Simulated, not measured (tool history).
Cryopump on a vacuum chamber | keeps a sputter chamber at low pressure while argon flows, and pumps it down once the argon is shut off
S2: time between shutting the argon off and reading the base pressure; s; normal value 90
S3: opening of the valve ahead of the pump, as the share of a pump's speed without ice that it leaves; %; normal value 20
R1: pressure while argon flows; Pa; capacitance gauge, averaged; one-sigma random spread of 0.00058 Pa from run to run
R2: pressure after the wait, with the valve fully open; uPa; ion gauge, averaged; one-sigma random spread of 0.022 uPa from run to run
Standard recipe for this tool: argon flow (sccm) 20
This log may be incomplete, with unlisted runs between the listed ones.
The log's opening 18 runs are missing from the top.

Run 19, day 69.121: usual settings but S2 68 s, S3 19 %. Result: R1 0.0852 Pa, R2 1.24 uPa.
At day 69.8: pump warmed up, emptied and cooled again.
Run 20, day 72.45: usual settings but argon flow (sccm) 12, S2 37 s, S3 27 %. Result: R1 0.034 Pa, R2 1.63 uPa.
Run 21, day 75.921: usual settings but argon flow (sccm) 22, S2 215 s, S3 15 %. Result: R1 0.1125 Pa, R2 0.68 uPa.
Run 22, day 80.05: usual settings but argon flow (sccm) 22, S2 215 s. Result: R1 0.0856 Pa, R2 0.73 uPa.
Run 23, day 84.479: usual settings but argon flow (sccm) 15, S2 94 s. Result: R1 0.059 Pa, R2 1.08 uPa.
At day 87.388: pump warmed up, emptied and cooled again.
At day 87.471: leaking fittings of the chamber tightened, without venting.
Run 24, day 88.5: usual settings but argon flow (sccm) 15, S2 43 s. Result: R1 0.0571 Pa, R2 1.17 uPa.
Run 25, day 91.508: usual settings but argon flow (sccm) 15, S2 43 s. Result: R1 0.0571 Pa, R2 1.24 uPa.
Run 26, day 94.425: usual settings but argon flow (sccm) 15, S2 43 s. Result: R1 0.0586 Pa, R2 1.24 uPa.
Run 27, day 99.262: usual settings but argon flow (sccm) 13, S2 28 s. Result: R1 0.052 Pa, R2 1.83 uPa.
Run 28, day 102.104: usual settings but S2 23 s, S3 16 %. Result: R1 0.0991 Pa, R2 2.2 uPa.
Run 29, day 104.362: usual settings but argon flow (sccm) 13, S2 224 s, S3 17 %. Result: R1 0.0621 Pa, R2 0.47 uPa.
At day 104.779: pump warmed up, emptied and cooled again.
Run 30, day 107.454: usual settings but argon flow (sccm) 13, S2 224 s, S3 17 %. Result: R1 0.0584 Pa, R2 0.44 uPa.
Run 31, day 112.133: usual settings but argon flow (sccm) 11, S2 25 s, S3 26 %. Result: R1 0.0335 Pa, R2 2.02 uPa.
Run 32, day 117.196: usual settings but S2 107 s. Result: R1 0.0785 Pa, R2 0.67 uPa.
Run 33, day 121.292: usual settings but argon flow (sccm) 8, S2 60 s, S3 32 %. Result: R1 0.0212 Pa, R2 1.09 uPa.

Here are 3 independent what-if runs from the current tool condition. What would each one return?
At day 121.971: pump warmed up, emptied and cooled again.
Run A, day 124.325: usual settings but argon flow (sccm) 36, S2 60 s, S3 32 %. Result: R1 ?, R2 ?.
At day 121.971: pump warmed up, emptied and cooled again.
Run B, day 124.325: usual settings but argon flow (sccm) 8, S2 109 s. Result: R1 ?, R2 ?.
At day 121.971: pump warmed up, emptied and cooled again.
Run C, day 124.325: usual settings but argon flow (sccm) 28, S2 41 s. Result: R1 ?, R2 ?.

run      R1    R2
  A  0.0873     1
  B  0.0291  0.66
  C  0.1063   1.3
What these runs would have given with no unlogged condition in the tool:
run      R1    R2
  A  0.0849  0.88
  B  0.0285  0.54
  C  0.1045  1.18
